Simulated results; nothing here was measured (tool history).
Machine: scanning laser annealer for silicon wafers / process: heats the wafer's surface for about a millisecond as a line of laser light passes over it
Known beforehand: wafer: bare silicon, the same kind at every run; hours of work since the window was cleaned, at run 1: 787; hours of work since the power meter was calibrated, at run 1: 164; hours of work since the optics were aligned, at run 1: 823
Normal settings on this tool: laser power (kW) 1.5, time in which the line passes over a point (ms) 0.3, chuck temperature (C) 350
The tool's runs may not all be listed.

run	hour	laser power (kW)	time in which the line passes over a point (ms)	chuck temperature (C)	hours of work since the window was cleaned	hours of work since the power meter was calibrated	hours of work since the optics were aligned	highest temperature of the surface (C)
1	0	1.5	0.3	350	787	164	823	1151
2	7	1.5	0.3	350	790	167	826	1150
3	19.5	1.5	0.3	350	796	172	831	1150
4	28.2	1.5	0.3	350	799	176	835	1150
5	37.8	1.5	0.3	350	803	180	839	1152
6	45.7	1.5	0.3	350	807	183	842	1154
7	57.5	1.548	0.3	350	812	189	847	1182
8	72.1	1.548	0.3	337	818	195	853	1165
9	79	1.548	0.3	337	821	198	856	1163
10	93.1	1.548	0.3	337	827	204	862	1165
11	102	1.545	0.3	337	831	207	866	1168
12	114.3	1.5	0.3	350	836	213	871	1147
13	130.1	1.5	0.3	350	843	219	878	1152
14	144.9	1.5	0.3	350	849	226	884	1150
15	153	1.5	0.3	350	852	229	888	1152
16	168.6	1.5	0.3	350	859	236	894	1150
# hour 177.3: optics aligned, line set to its width
17	183.2	1.5	0.233	350	863	240	3	1063
18	197.8	1.5	0.233	350	869	246	9	1068
19	204.5	1.5	0.233	319	872	249	12	1035
20	220.5	1.5	0.233	319	879	256	18	1031
21	230.5	1.5	0.233	319	883	260	23	1038
22	241.4	1.5	0.266	350	888	265	27	1112
23	251.8	1.5	0.3	382	892	269	32	1192
24	265.2	1.5	0.363	350	898	275	37	1229
25	275.8	1.597	0.212	350	903	279	42	1088
# hour 289.8: window over the wafer cleaned
26	293.2	1.558	0.212	351	1	286	48	1086
27	303.6	1.597	0.3	311	6	290	53	1200
28	318.5	1.597	0.3	311	12	297	59	1200
29	327.3	1.5	0.3	333	16	300	63	1160
30	341.5	1.5	0.3	333	22	306	69	1157
31	352.6	1.372	0.309	334	27	311	74	1088
32	363.7	1.5	0.239	353	31	316	78	1096
33	373.9	1.5	0.237	377	36	320	83	1118
34	382.3	1.381	0.237	349	39	324	86	1024
35	393.2	1.381	0.37	318	44	328	91	1142
36	405	1.373	0.281	345	49	333	96	1067
37	411.9	1.451	0.318	358	52	336	99	1172
38	426.4	1.451	0.318	358	58	343	105	1174
39	439.2	1.322	0.21	350	64	348	111	955
40	452.4	1.608	0.285	373	69	354	116	1243
41	461.4	1.608	0.285	373	73	357	120	1243

Below, some changes in highest temperature of the surface (C) between adjacent runs. For each, the amount present without the hidden state too (settings, incoming material, random variation) and the amount remaining for the hidden state with gauge scatter not shared by both compared results:
Hidden state at play: light that passes the window, % of a clean one's; laser's true power over the reading, %; width of the line over the set one, %; drift of the gauge itself on peak_c, C.
Run 16 -> 17: time in which the line passes over a point (ms) 0.3 -> 0.233, optics aligned, line set to its width. highest temperature of the surface (C) -87: hidden state +10, all else -97.
Run 24 -> 25: laser power (kW) 1.5 -> 1.597, time in which the line passes over a point (ms) 0.363 -> 0.212. highest temperature of the surface (C) -141: hidden state +5, all else -146.
Run 25 -> 26: laser power (kW) 1.597 -> 1.558, chuck temperature (C) 350 -> 351, window over the wafer cleaned. highest temperature of the surface (C) -2: hidden state +20, all else -22.
Run 38 -> 39: laser power (kW) 1.451 -> 1.322, time in which the line passes over a point (ms) 0.318 -> 0.21, chuck temperature (C) 358 -> 350. highest temperature of the surface (C) -219: hidden state +2, all else -221.
Run 39 -> 40: laser power (kW) 1.322 -> 1.608, time in which the line passes over a point (ms) 0.21 -> 0.285, chuck temperature (C) 350 -> 373. highest temperature of the surface (C) +288: hidden state -4, all else +292.
